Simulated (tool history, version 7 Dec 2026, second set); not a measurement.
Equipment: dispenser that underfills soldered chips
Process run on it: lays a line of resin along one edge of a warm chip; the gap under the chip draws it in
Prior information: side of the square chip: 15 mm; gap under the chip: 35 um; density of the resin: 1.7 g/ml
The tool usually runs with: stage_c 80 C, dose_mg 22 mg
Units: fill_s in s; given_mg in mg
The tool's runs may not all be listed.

{"run": 1, "day": 0.0, "stage_c": 80, "dose_mg": 22, "fill_s": 94, "given_mg": 21.32}
{"run": 2, "day": 0.208, "stage_c": 80, "dose_mg": 22, "fill_s": 111, "given_mg": 21.29}
{"run": 3, "day": 0.342, "stage_c": 80, "dose_mg": 22, "fill_s": 121.8, "given_mg": 21.16}
{"day": 0.421, "done": "dispensing valve cleaned and set on the balance"}
{"day": 0.538, "done": "new syringe of resin"}
{"run": 4, "day": 0.638, "stage_c": 81, "dose_mg": 22, "fill_s": 89, "given_mg": 21.99}
{"run": 5, "day": 0.825, "stage_c": 81, "dose_mg": 22, "fill_s": 104.3, "given_mg": 22.09}
{"run": 6, "day": 1.05, "stage_c": 81, "dose_mg": 22, "fill_s": 122.6, "given_mg": 22.07}
{"day": 1.146, "done": "new syringe of resin"}
{"run": 7, "day": 1.296, "stage_c": 75, "dose_mg": 22, "fill_s": 120.4, "given_mg": 21.84}
{"run": 8, "day": 1.492, "stage_c": 75, "dose_mg": 22, "fill_s": 140.3, "given_mg": 21.99}
{"run": 9, "day": 1.712, "stage_c": 80, "dose_mg": 22, "fill_s": 134.9, "given_mg": 21.77}
{"day": 1.746, "done": "new syringe of resin"}
{"run": 10, "day": 1.888, "stage_c": 80, "dose_mg": 26.9, "fill_s": 95.3, "given_mg": 26.62}
{"run": 11, "day": 2.071, "stage_c": 80, "dose_mg": 26.9, "fill_s": 111.6, "given_mg": 26.6}
{"run": 12, "day": 2.25, "stage_c": 80, "dose_mg": 22, "fill_s": 128.4, "given_mg": 21.65}
{"day": 2.358, "done": "new syringe of resin"}
{"run": 13, "day": 2.379, "stage_c": 80, "dose_mg": 22, "fill_s": 90.2, "given_mg": 21.5}
{"run": 14, "day": 2.558, "stage_c": 80, "dose_mg": 22, "fill_s": 102.3, "given_mg": 21.77}
{"run": 15, "day": 2.779, "stage_c": 80, "dose_mg": 22, "fill_s": 121.3, "given_mg": 21.59}
{"day": 2.967, "done": "new syringe of resin"}
{"run": 16, "day": 2.975, "stage_c": 80, "dose_mg": 22, "fill_s": 90.1, "given_mg": 21.42}
{"run": 17, "day": 3.158, "stage_c": 86, "dose_mg": 22.8, "fill_s": 79.3, "given_mg": 22.41}
{"run": 18, "day": 3.292, "stage_c": 91, "dose_mg": 24.6, "fill_s": 70.9, "given_mg": 24.09}
{"run": 19, "day": 3.475, "stage_c": 94, "dose_mg": 20.6, "fill_s": 73.2, "given_mg": 20.25}
{"day": 3.567, "done": "new syringe of resin"}
{"run": 20, "day": 3.617, "stage_c": 72, "dose_mg": 22, "fill_s": 128.7, "given_mg": 21.44}
{"run": 21, "day": 3.775, "stage_c": 78, "dose_mg": 18.9, "fill_s": 114.5, "given_mg": 18.55}
{"day": 3.962, "done": "dispensing valve cleaned and set on the balance"}
{"run": 22, "day": 4.067, "stage_c": 78, "dose_mg": 18.9, "fill_s": 138, "given_mg": 18.91}
{"run": 23, "day": 4.171, "stage_c": 68, "dose_mg": 24.9, "fill_s": 230.7, "given_mg": 24.91}
{"day": 4.229, "done": "new syringe of resin"}
{"run": 24, "day": 4.342, "stage_c": 71, "dose_mg": 22, "fill_s": 144, "given_mg": 22.01}
{"run": 25, "day": 4.458, "stage_c": 80, "dose_mg": 23.1, "fill_s": 104.7, "given_mg": 22.98}
{"run": 26, "day": 4.592, "stage_c": 76, "dose_mg": 19.8, "fill_s": 144.5, "given_mg": 19.73}
{"day": 4.829, "done": "new syringe of resin"}
{"run": 27, "day": 4.862, "stage_c": 87, "dose_mg": 19.9, "fill_s": 69.5, "given_mg": 19.82}
{"run": 28, "day": 5.1, "stage_c": 87, "dose_mg": 19.9, "fill_s": 82.4, "given_mg": 19.75}
{"run": 29, "day": 5.212, "stage_c": 90, "dose_mg": 19.9, "fill_s": 79.4, "given_mg": 19.63}
{"day": 5.429, "done": "new syringe of resin"}
{"run": 30, "day": 5.438, "stage_c": 74, "dose_mg": 21.1, "fill_s": 116, "given_mg": 20.89}
{"run": 31, "day": 5.567, "stage_c": 75, "dose_mg": 20.9, "fill_s": 122.8, "given_mg": 20.69}
{"run": 32, "day": 5.825, "stage_c": 71, "dose_mg": 25.8, "fill_s": 173.8, "given_mg": 25.28}

Measured minus without-hidden-state, run by run (identical run-to-run variation in each term; gauge scatter may differ):
Hidden state at play: resin's viscosity, % of fresh resin's; dose that the valve gives, % of what is set; true chip temperature over the reading, C; drift of the gauge itself on fill_s, %; drift of the gauge itself on given_mg, %.
run=1 fill_s=+6.5 given_mg=-0.63
run=2 fill_s=+23 given_mg=-0.67
run=3 fill_s=+34.6 given_mg=-0.69
run=4 fill_s=+6.6 given_mg=+0.02
run=5 fill_s=+20.9 given_mg=-0.02
run=6 fill_s=+40 given_mg=-0.06
run=7 fill_s=+13.3 given_mg=-0.11
run=8 fill_s=+32.8 given_mg=-0.14
run=9 fill_s=+47.5 given_mg=-0.19
run=10 fill_s=+10.6 given_mg=-0.27
run=11 fill_s=+25.4 given_mg=-0.31
run=12 fill_s=+42 given_mg=-0.28
run=13 fill_s=+2.6 given_mg=-0.31
run=14 fill_s=+15.8 given_mg=-0.34
run=15 fill_s=+34.7 given_mg=-0.38
run=16 fill_s=+2.3 given_mg=-0.41
run=17 fill_s=+12.2 given_mg=-0.47
run=18 fill_s=+16.7 given_mg=-0.53
run=19 fill_s=+24.6 given_mg=-0.48
run=20 fill_s=+6.4 given_mg=-0.53
run=21 fill_s=+18.3 given_mg=-0.48
run=22 fill_s=+41.9 given_mg=+0.01
run=23 fill_s=+82.5 given_mg=-0.01
run=24 fill_s=+14.6 given_mg=-0.03
run=25 fill_s=+18.6 given_mg=-0.07
run=26 fill_s=+37.3 given_mg=-0.07
run=27 fill_s=+3.9 given_mg=-0.12
run=28 fill_s=+17.5 given_mg=-0.16
run=29 fill_s=+22 given_mg=-0.18
run=30 fill_s=+2.7 given_mg=-0.23
run=31 fill_s=+14.2 given_mg=-0.24
run=32 fill_s=+47.8 given_mg=-0.36

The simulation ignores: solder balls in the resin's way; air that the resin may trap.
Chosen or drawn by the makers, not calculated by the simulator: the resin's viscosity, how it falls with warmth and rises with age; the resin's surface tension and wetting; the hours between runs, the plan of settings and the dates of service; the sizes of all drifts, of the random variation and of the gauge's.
